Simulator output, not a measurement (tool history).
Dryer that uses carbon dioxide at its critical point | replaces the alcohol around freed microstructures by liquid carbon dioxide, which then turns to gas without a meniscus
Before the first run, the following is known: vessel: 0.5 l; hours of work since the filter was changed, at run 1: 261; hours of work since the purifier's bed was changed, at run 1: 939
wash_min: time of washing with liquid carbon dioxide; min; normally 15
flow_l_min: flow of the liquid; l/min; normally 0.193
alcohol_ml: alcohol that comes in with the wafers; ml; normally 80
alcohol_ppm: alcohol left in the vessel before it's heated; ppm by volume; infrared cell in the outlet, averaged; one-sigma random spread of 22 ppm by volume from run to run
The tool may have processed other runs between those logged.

run    hour  wash_min  flow_l_min  alcohol_ml  hours of work since the filter was changed  hours of work since the purifier's bed was changed  alcohol_ppm
  1       0        15       0.193          80                                         261                                                 939         2261
  2    38.7        11       0.193          80                                         290                                                 969         7079
  3   107.9        11       0.193          80                                         344                                                1022         7607
  4   153.6        11       0.193          80                                         379                                                1058         7631
  5   209.8        11       0.193          80                                         422                                                1101         8013
      229.3  -- purifier's bed changed
  6   269.7        15       0.128          80                                         466                                                  31        10357
  7     300        15       0.128          80                                         489                                                  54        10451
  8   358.3        15       0.128          80                                         534                                                  99        10896
      403.6  -- inlet filter changed
  9   403.6        15       0.128          80                                           0                                                 133         6659
 10   465.4        15       0.174          80                                          48                                                 181         2341
 11   503.8        15       0.193          26                                          77                                                 211          529
 12   568.6        15       0.193          26                                         127                                                 261          587
 13   616.7        15       0.193          80                                         164                                                 298         1808
 14   682.8        15       0.193          80                                         215                                                 349         2025
 15   747.8        15       0.193          80                                         265                                                 399         2056
 16   804.5        15       0.178          80                                         309                                                 442         3016
 17   872.6        15       0.178          80                                         361                                                 495         3251
 18   909.7        20       0.134          22                                         390                                                 523          939
 19   965.7        20       0.134          22                                         433                                                 566          974
 20  1026.6        14       0.134          22                                         480                                                 613         3140
 21  1064.2        14       0.136         120                                         509                                                 642        16596
 22  1118.1        15       0.183          43                                         550                                                 684         2087
     1139.1  -- inlet filter changed
 23    1154        15       0.183          43                                          11                                                 711         1098
 24  1195.5        14        0.31          23                                          43                                                 743          182
 25  1262.2        15       0.175         112                                          95                                                 794         3547
 26  1297.5        15        0.25          80                                         122                                                 821          602
 27  1334.4        14       0.136          45                                         150                                                 850         4651
 28  1400.8        14       0.136          45                                         202                                                 901         4690
 29  1454.9        14       0.136          45                                         243                                                 942         5025

Alternative continuations, all from the tool just after run 29; predict every row:
  A  1520.8        11       0.136          51                                         294                                                 993            ?
  B  1520.8        22        0.21          80                                         294                                                 993            ?
  C  1520.8        14       0.232          30                                         294                                                 993            ?
  D  1520.8        15       0.193          32                                         294                                                 993            ?
  E  1520.8        24       0.143          75                                         294                                                 993            ?

run  alcohol_ppm
  A        10994
  B          342
  C          628
  D         1027
  E         1018
Stripped of hidden state, with their random variation kept, the same runs would have yielded:
run  alcohol_ppm
  A         8591
  B           86
  C          290
  D          557
  E          505
